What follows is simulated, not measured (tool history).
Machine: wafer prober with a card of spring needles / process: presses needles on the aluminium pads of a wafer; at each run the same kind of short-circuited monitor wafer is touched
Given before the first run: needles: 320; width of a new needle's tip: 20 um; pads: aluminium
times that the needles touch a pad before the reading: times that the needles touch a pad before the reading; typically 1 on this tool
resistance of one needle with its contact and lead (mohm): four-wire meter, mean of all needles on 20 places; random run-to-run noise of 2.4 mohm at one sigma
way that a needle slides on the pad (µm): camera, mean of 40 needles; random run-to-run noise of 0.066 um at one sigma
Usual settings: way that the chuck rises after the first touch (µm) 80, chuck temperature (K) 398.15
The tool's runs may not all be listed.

run,hour,way that the chuck rises after the first touch (µm),chuck temperature (K),times that the needles touch a pad before the reading,resistance of one needle with its contact and lead (mohm),way that a needle slides on the pad (µm)
1,0,80,398.15,1,311,17.45
# hour 2.9: tips cleaned on abrasive film
2,6.2,84,398.15,1,313,18.34
# hour 8.9: tips cleaned on abrasive film
# hour 14.4: tips cleaned on abrasive film
3,16,84,398.15,1,295,18.24
# hour 19.9: tips cleaned on abrasive film
# hour 25.6: tips cleaned on abrasive film
4,26.7,80,300.15,1,280,17.48
# hour 31.1: tips cleaned on abrasive film
5,33.7,80,300.15,1,291,17.46
# hour 37.2: tips cleaned on abrasive film
6,38.5,80,300.15,1,273,17.53
# hour 42.9: tips cleaned on abrasive film
7,46.2,80,398.15,1,320,17.5
# hour 48.8: tips cleaned on abrasive film
8,53.5,80,398.15,1,332,17.4
# hour 55: tips cleaned on abrasive film
# hour 60.8: tips cleaned on abrasive film
9,61.3,80,398.15,1,292,17.47
# hour 66.6: tips cleaned on abrasive film
10,71.8,80,398.15,1,333,17.43
# hour 72.9: tips cleaned on abrasive film
# hour 79: tips cleaned on abrasive film
11,79.3,80,308.15,1,264,17.43
# hour 84.9: tips cleaned on abrasive film
12,85,80,398.15,2,286,17.41
# hour 90.4: tips cleaned on abrasive film
13,92.4,80,398.15,2,299,17.41
# hour 96.3: tips cleaned on abrasive film
14,98.9,89,398.15,1,301,19.43
# hour 102.3: tips cleaned on abrasive film
# hour 108.1: tips cleaned on abrasive film
15,108.1,80,332.15,1,262,17.38
# hour 113.9: tips cleaned on abrasive film
# hour 119.4: tips cleaned on abrasive film
16,119.8,80,332.15,1,269,17.29
# hour 124.7: tips cleaned on abrasive film
17,124.7,80,332.15,1,270,17.19
# hour 130.7: tips cleaned on abrasive film
18,135.1,75,352.15,2,306,16.14
# hour 136.3: tips cleaned on abrasive film
# hour 142.4: tips cleaned on abrasive film
19,144.5,80,398.15,2,299,17.21
# hour 148.1: tips cleaned on abrasive film
20,151.3,80,324.15,2,290,17.3
# hour 154.1: tips cleaned on abrasive film
# hour 159.5: tips cleaned on abrasive film
21,161.5,88,326.15,2,273,18.99
# hour 165.4: tips cleaned on abrasive film
22,168.5,66,392.15,1,339,14.12
# hour 169.5: height of the first contact set anew
# hour 171.3: tips cleaned on abrasive film
23,176.5,66,392.15,1,374,13.62
# hour 177.3: tips cleaned on abrasive film
# hour 183: tips cleaned on abrasive film
24,183.9,69,387.15,2,298,14.34
# hour 188.5: tips cleaned on abrasive film
# hour 194: tips cleaned on abrasive film
25,195.1,69,387.15,2,296,14.24
# hour 200: tips cleaned on abrasive film
26,202,63,387.15,3,306,12.87
# hour 206.1: tips cleaned on abrasive film
# hour 211.8: tips cleaned on abrasive film
27,211.8,63,387.15,3,290,12.94

Run 28 is up next; what results do you expect?
# hour 217.4: tips cleaned on abrasive film
28,218.9,63,387.15,3,?,?

resistance of one needle with its contact and lead (mohm): 301
way that a needle slides on the pad (µm): 12.93
With the hidden condition absent and the run-to-run variation left alone, this run would have shown resistance of one needle with its contact and lead (mohm) 281, way that a needle slides on the pad (µm) 14.13.

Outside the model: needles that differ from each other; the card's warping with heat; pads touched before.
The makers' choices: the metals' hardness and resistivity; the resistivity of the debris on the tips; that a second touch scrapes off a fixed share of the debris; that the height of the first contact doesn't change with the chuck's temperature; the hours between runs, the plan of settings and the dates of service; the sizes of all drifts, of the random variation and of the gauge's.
